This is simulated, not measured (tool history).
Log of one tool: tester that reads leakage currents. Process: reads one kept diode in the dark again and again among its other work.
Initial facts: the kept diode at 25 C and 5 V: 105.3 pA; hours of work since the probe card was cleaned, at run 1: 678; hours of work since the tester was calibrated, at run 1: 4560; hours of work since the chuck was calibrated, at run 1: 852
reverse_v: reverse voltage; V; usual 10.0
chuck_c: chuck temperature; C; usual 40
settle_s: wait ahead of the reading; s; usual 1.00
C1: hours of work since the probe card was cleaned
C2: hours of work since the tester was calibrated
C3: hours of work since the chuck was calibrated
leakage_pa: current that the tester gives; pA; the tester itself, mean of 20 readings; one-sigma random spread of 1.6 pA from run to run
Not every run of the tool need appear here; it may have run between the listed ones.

Run 1, hour 0.0: usual settings; C1 678; C2 4560; C3 852. Result: leakage_pa 522.76 pA.
Run 2, hour 151.0: usual settings but reverse_v 4.1 V; C1 791; C2 4673; C3 965. Result: leakage_pa 330.85 pA.
Run 3, hour 288.2: usual settings; C1 894; C2 4776; C3 1068. Result: leakage_pa 525.74 pA.
Run 4, hour 406.4: usual settings but chuck_c 35 C; C1 982; C2 4864; C3 1156. Result: leakage_pa 353.01 pA.
Run 5, hour 556.3: usual settings but chuck_c 35 C; C1 1095; C2 4976; C3 1268. Result: leakage_pa 353.91 pA.
Run 6, hour 736.9: usual settings but reverse_v 2.1 V; C1 1230; C2 5111; C3 1403. Result: leakage_pa 234.76 pA.
Run 7, hour 914.8: usual settings; C1 1363; C2 5244; C3 1536. Result: leakage_pa 523.77 pA.
Run 8, hour 1105.0: usual settings; C1 1505; C2 5387; C3 1679. Result: leakage_pa 524.98 pA.
Run 9, hour 1302.2: usual settings; C1 1653; C2 5534; C3 1826. Result: leakage_pa 522.24 pA.
At hour 1341.4: chuck's temperature calibrated.
Run 10, hour 1436.6: usual settings; C1 1752; C2 5633; C3 71. Result: leakage_pa 526.17 pA.
Run 11, hour 1606.2: usual settings; C1 1879; C2 5760; C3 198. Result: leakage_pa 524.60 pA.
At hour 1626.0: probe card cleaned and baked.
Run 12, hour 1768.6: usual settings; C1 107; C2 5879; C3 317. Result: leakage_pa 523.45 pA.
At hour 1913.4: tester calibrated.
Run 13, hour 1913.4: usual settings; C1 213; C2 0; C3 424. Result: leakage_pa 524.06 pA.
Run 14, hour 2077.6: usual settings but chuck_c 48 C; C1 336; C2 123; C3 547. Result: leakage_pa 962.28 pA.
Run 15, hour 2265.3: usual settings but chuck_c 48 C; C1 477; C2 263; C3 687. Result: leakage_pa 962.80 pA.
Run 16, hour 2457.4: usual settings but chuck_c 48 C; C1 620; C2 407; C3 831. Result: leakage_pa 965.58 pA.
Run 17, hour 2623.9: usual settings but chuck_c 48 C; C1 745; C2 532; C3 956. Result: leakage_pa 964.50 pA.
Run 18, hour 2792.4: usual settings but chuck_c 48 C; C1 871; C2 658; C3 1082. Result: leakage_pa 966.34 pA.
Run 19, hour 2995.6: usual settings but chuck_c 48 C; C1 1023; C2 810; C3 1234. Result: leakage_pa 966.51 pA.
Run 20, hour 3097.5: usual settings but chuck_c 48 C, settle_s 3.09 s; C1 1099; C2 886; C3 1310. Result: leakage_pa 964.97 pA.
Run 21, hour 3247.2: usual settings but reverse_v 1.8 V, chuck_c 39 C, settle_s 6.56 s; C1 1211; C2 998; C3 1422. Result: leakage_pa 199.40 pA.
Run 22, hour 3366.9: usual settings but reverse_v 1.5 V, chuck_c 46 C, settle_s 0.53 s; C1 1301; C2 1087; C3 1511. Result: leakage_pa 313.18 pA.
Run 23, hour 3551.8: usual settings but reverse_v 1.5 V, chuck_c 46 C, settle_s 0.53 s; C1 1439; C2 1226; C3 1650. Result: leakage_pa 314.44 pA.
Run 24, hour 3675.2: usual settings but settle_s 0.32 s; C1 1531; C2 1318; C3 1742. Result: leakage_pa 529.81 pA.
At hour 3815.4: chuck's temperature calibrated.
Run 25, hour 3869.3: usual settings but reverse_v 1.5 V, settle_s 0.60 s; C1 1675; C2 1462; C3 40. Result: leakage_pa 198.33 pA.
Run 26, hour 3976.7: usual settings but reverse_v 1.9 V, chuck_c 27 C, settle_s 1.61 s; C1 1755; C2 1542; C3 121. Result: leakage_pa 76.96 pA.
Run 27, hour 4106.9: usual settings but reverse_v 11.9 V, chuck_c 23 C, settle_s 0.38 s; C1 1853; C2 1639; C3 218. Result: leakage_pa 149.98 pA.
At hour 4169.1: probe card cleaned and baked.
Run 28, hour 4264.7: usual settings but reverse_v 11.9 V, chuck_c 23 C, settle_s 0.76 s; C1 71; C2 1755; C3 334. Result: leakage_pa 144.64 pA.
Run 29, hour 4387.0: usual settings but reverse_v 9.8 V, chuck_c 46 C, settle_s 4.67 s; C1 163; C2 1847; C3 425. Result: leakage_pa 818.00 pA.
Run 30, hour 4480.4: usual settings but reverse_v 2.6 V, chuck_c 56 C, settle_s 2.23 s; C1 233; C2 1917; C3 495. Result: leakage_pa 868.64 pA.
Run 31, hour 4578.3: usual settings but reverse_v 6.6 V, chuck_c 56 C, settle_s 0.54 s; C1 306; C2 1990; C3 568. Result: leakage_pa 1412.62 pA.

Predict the results of run 32:
Run 32, hour 4773.7: usual settings but reverse_v 1.1 V, chuck_c 56 C, settle_s 4.16 s; C1 452; C2 2136; C3 715. Result: leakage_pa ?.

{"run 32": {"leakage_pa": 559.25}}
With the hidden condition absent and the run-to-run variation left alone, this run would have shown leakage_pa 559.32 pA.

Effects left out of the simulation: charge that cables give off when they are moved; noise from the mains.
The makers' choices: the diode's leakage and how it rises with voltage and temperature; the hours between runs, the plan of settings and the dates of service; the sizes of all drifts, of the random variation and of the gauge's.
